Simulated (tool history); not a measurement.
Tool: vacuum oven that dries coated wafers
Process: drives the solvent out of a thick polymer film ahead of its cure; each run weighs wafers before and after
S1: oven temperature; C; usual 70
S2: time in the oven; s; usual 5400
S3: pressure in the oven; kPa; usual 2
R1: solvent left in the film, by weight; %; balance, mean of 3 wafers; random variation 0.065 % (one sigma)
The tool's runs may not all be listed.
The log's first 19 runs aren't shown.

run    hour  S1    S2    S3     R1
 20   473.5  70  4800     2   4.32
 21   507.4  70  6720     2   3.91
 22   537.3  63  5400     2    6.4
 23   553.2  63  5400     2   6.38
 24   576.8  70  5400  5.54  10.34
 25   598.7  70  5400  5.58  10.21
 26   633.7  74  5400  1.38   2.37
 27   657.7  83  5400  1.47   1.57
 28   680.3  57  3360  3.58  12.91
 29   716.1  57  3360  3.58  12.96
 30   746.3  57  3360  3.58  12.94
 31   777.5  57  3360  3.58  13.05
 32   796.6  73  9600  1.82   2.91
 33   832.4  65  5400  1.78    5.3
 34   849.4  65  5400  1.78   5.08
 35   883.3  65  5400  1.78   5.28
 36     907  65  5400  1.78   5.13
 37   930.4  73  5340  2.04    3.6
 38   947.4  76  5040  5.37    7.5
      967.4  -- oven's thermocouples calibrated
 39   967.6  75  3660     2   3.66
 40   984.1  75  3660     2   3.59
 41  1020.8  60  7020  3.27  10.02
 42  1048.2  57  9600  2.89  10.11
 43  1070.8  64  2760  7.03  14.65

Forecast each of these 3 alternatives for the next run:
  A  1090.8  70  3420   1.3   ?
  B  1090.8  69  2760  7.03   ?
  C  1090.8  81  4500  1.66   ?

run     R1
  A   3.85
  B  13.71
  C   1.94
Without the tool's hidden state the same runs would have given:
run     R1
  A   3.82
  B  13.69
  C   1.92
